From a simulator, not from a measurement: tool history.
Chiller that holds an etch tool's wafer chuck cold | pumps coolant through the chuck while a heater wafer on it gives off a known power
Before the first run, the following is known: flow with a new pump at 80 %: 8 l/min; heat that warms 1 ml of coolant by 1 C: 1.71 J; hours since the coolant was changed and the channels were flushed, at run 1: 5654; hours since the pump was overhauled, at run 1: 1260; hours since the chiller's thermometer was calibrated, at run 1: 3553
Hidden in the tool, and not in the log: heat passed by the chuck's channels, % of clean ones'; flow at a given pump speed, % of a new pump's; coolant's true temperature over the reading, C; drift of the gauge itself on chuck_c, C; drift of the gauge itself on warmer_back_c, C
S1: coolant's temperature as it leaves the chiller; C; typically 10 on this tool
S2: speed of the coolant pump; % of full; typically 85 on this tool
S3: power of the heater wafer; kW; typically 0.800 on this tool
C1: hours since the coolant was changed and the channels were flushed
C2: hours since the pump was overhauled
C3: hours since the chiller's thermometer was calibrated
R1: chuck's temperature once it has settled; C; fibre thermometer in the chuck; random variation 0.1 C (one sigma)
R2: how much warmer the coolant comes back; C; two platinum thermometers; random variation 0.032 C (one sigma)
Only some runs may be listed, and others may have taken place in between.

run,hour,S1,S2,S3,C1,C2,C3,R1,R2
1,0.0,10,85,0.800,5654,1260,3553,15.9,3.31
2,72.5,10,85,0.800,5727,1333,3625,16.0,3.34
3,149.2,10,85,0.800,5804,1409,3702,15.9,3.42
4,261.7,10,85,0.800,5916,1522,3814,16.0,3.37
5,341.1,10,75,0.800,5996,1601,3894,16.5,3.81
6,447.3,10,85,0.800,6102,1707,4000,16.0,3.35
7,515.1,12,85,0.800,6169,1775,4068,17.9,3.37
8,585.1,10,97,0.800,6239,1845,4138,15.6,3.01
9,705.4,10,97,0.800,6360,1965,4258,15.6,2.98
10,802.2,10,97,0.800,6457,2062,4355,15.5,3.03
11,879.4,10,97,0.601,6534,2140,4432,14.1,2.30
12,980.7,10,85,0.800,6635,2241,4534,16.2,3.45
13,1055.0,10,85,0.800,6709,2315,4608,15.8,3.37
14,1152.6,10,85,0.804,6807,2413,4705,16.1,3.43
15,1244.5,16,85,0.800,6899,2505,4797,21.9,3.43
16,1381.7,16,85,0.800,7036,2642,4935,22.0,3.45
17,1471.5,8,62,0.800,7126,2732,5024,15.4,4.70
18,1599.6,8,62,0.800,7254,2860,5152,15.6,4.74
# hour 1620.6: chiller's thermometer calibrated
19,1680.8,8,62,0.800,7334,2940,60,16.0,4.72
20,1766.5,10,78,0.960,7420,3026,146,18.5,4.58
21,1902.3,3,80,0.480,7556,3161,282,7.1,2.27
22,2039.3,1,66,1.103,7693,3298,419,11.9,6.13
23,2169.1,4,71,0.779,7823,3428,549,11.5,4.03
24,2266.9,10,96,1.129,7920,3526,646,18.9,4.36

What will run 25 give?
25,2394.5,10,83,1.129,8048,3654,774,?,?

Run 25 produced R1 19.8 C, R2 5.06 C.
With the hidden condition absent and the run-to-run variation left alone, this run would have shown R1 18.0 C, R2 4.78 C.
